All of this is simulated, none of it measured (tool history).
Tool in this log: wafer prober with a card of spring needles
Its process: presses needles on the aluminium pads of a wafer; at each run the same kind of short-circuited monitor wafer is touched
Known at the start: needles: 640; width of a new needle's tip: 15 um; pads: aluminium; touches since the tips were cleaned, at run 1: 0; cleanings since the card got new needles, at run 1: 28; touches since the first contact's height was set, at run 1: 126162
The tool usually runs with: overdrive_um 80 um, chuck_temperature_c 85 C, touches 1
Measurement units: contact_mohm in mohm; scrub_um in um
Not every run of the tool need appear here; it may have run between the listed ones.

run	hour	overdrive_um	chuck_temperature_c	touches	touches since the tips were cleaned	cleanings since the card got new needles	touches since the first contact's height was set	contact_mohm	scrub_um
1	0.0	80	85	1	0	28	126162	109	17.47
# hour 23.1: tips cleaned on abrasive film
2	24.2	80	85	1	397	29	135169	107	17.59
3	41.4	80	85	1	6841	29	141613	109	17.59
# hour 46.8: tips cleaned on abrasive film
4	59.0	80	85	1	4562	30	148183	107	17.56
# hour 65.7: height of the first contact set anew
# hour 71.3: tips cleaned on abrasive film
5	80.7	80	85	1	3505	31	5579	109	17.59
# hour 93.8: tips cleaned on abrasive film
6	108.2	80	85	1	5407	32	15863	109	17.65
# hour 117.6: tips cleaned on abrasive film
7	129.6	68	85	1	4491	33	23818	110	14.99
# hour 142.0: tips cleaned on abrasive film
8	148.0	99	85	1	2261	34	30692	107	21.92
# hour 165.2: tips cleaned on abrasive film
9	169.9	80	56	1	1732	35	38820	104	17.67
# hour 188.9: tips cleaned on abrasive film
10	192.7	100	85	1	1438	36	47345	108	22.18
11	210.7	100	85	1	8178	36	54085	107	22.18
# hour 213.2: tips cleaned on abrasive film
12	226.8	100	85	1	5062	37	60052	106	22.16
# hour 236.1: tips cleaned on abrasive film
13	251.4	82	85	1	5730	38	69230	107	18.09
# hour 259.6: tips cleaned on abrasive film
14	265.0	82	85	1	2024	39	74300	106	18.12
15	281.6	82	85	1	8231	39	80507	108	18.24
# hour 283.5: tips cleaned on abrasive film
# hour 306.5: tips cleaned on abrasive film
16	307.8	82	85	1	454	41	90226	109	18.24

Run 17, settings as shown, results not yet in. Your forecast:
# hour 330.3: tips cleaned on abrasive film
17	331.6	67	85	1	501	42	99117	?	?

{"run 17": {"contact_mohm": 109, "scrub_um": 15.04}}
Without the tool's hidden state the same run would have given contact_mohm 109 mohm, scrub_um 14.78 um.
